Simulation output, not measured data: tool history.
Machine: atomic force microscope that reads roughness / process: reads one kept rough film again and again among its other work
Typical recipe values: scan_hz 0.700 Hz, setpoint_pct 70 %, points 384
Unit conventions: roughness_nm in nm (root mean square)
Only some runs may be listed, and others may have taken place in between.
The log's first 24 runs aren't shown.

run    hour  scan_hz  setpoint_pct  points  pictures with this tip  hours of work since the height scale was calibrated  roughness_nm
 25  1000.4    0.700            62     384                      74                                                  326         1.305
 26  1031.6    0.571            70     384                     114                                                  351         1.262
 27  1065.1    1.092            78     384                     157                                                  377         1.189
     1090.8  -- new tip fitted
 28  1121.2    1.092            78     384                      40                                                  420         1.248
 29  1151.5    1.604            75     384                      79                                                  443         1.206
 30  1205.2    0.642            59    1003                     148                                                  485         1.250
     1237.7  -- new tip fitted
 31  1262.4    0.642            59    1003                      32                                                  529         1.327
 32  1293.4    0.700            81     262                      72                                                  553         1.236
 33  1346.5    0.700            81     262                     140                                                  594         1.204
     1384.1  -- new tip fitted
 34  1401.7    1.960            81     262                      23                                                  636         1.161
 35  1435.8    0.692            81     885                      67                                                  663         1.237
 36  1482.9    0.700            59     943                     127                                                  699         1.247

5 options for the next run, each taken on its own from the tool as it stands now. Forecast them:
  A  1524.2    0.700            56     817                     181                                                  731             ?
  B  1524.2    0.642            89     734                     181                                                  731             ?
  C  1524.2    3.413            59     548                     181                                                  731             ?
  D  1524.2    0.700            72     384                     181                                                  731             ?
  E  1524.2    0.700            77     943                     181                                                  731             ?

run  roughness_nm
  A         1.236
  B         1.152
  C         1.159
  D         1.207
  E         1.181
With no hidden state in the tool, these same runs would have given:
run  roughness_nm
  A         1.375
  B         1.282
  C         1.289
  D         1.343
  E         1.315
